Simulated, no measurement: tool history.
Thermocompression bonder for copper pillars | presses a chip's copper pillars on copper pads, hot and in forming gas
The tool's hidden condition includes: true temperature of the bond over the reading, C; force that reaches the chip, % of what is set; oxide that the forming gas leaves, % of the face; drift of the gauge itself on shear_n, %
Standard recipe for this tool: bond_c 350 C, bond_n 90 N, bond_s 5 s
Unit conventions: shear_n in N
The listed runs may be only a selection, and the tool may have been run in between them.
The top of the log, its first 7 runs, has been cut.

run,day,bond_c,bond_n,bond_s,hours of work since the heater was calibrated,hours of work since the force cell was calibrated,hours of work since the gas filter was changed,shear_n
8,2.442,357,90,5,101,64,101,84.7
9,2.938,357,90,4,106,69,106,80.4
10,3.312,357,90,4,110,73,110,80.2
11,3.708,353,90,5,114,77,114,83.1
12,4.021,353,90,5,117,81,117,83.8
13,4.25,353,90,5,119,83,119,83.5
14,4.458,353,90,5,121,85,121,82.6
15,4.679,350,90,4,124,87,124,76.1
16,5.142,371,90,5,128,92,128,93.8
17,5.579,350,90,5,133,97,133,81.6
18,5.954,350,76,5,137,100,137,75.3
19,6.429,350,76,5,142,105,142,75.3
20,6.696,350,88,5,144,108,144,79.9
21,7.179,368,67,8,149,113,149,91.3
22,7.496,368,101,8,153,116,153,102.5
# day 7.979: forming gas filter changed
23,8.025,368,101,8,158,122,0,102.8
24,8.338,320,62,5,161,125,4,48.9
25,8.646,320,80,5,164,128,7,58.2
26,8.983,320,80,5,168,131,10,57.9
27,9.254,320,80,5,171,134,13,57.5
28,9.592,373,100,12,174,138,17,109.2
29,9.879,350,90,3,177,141,20,70.7

Run 30 has not been measured yet. What should we expect?
30,10.188,350,80,5,180,144,23,?

{"run 30": {"shear_n": 77.3}}
With the hidden condition absent and the run-to-run variation left alone, this run would have shown shear_n 77.4 N.
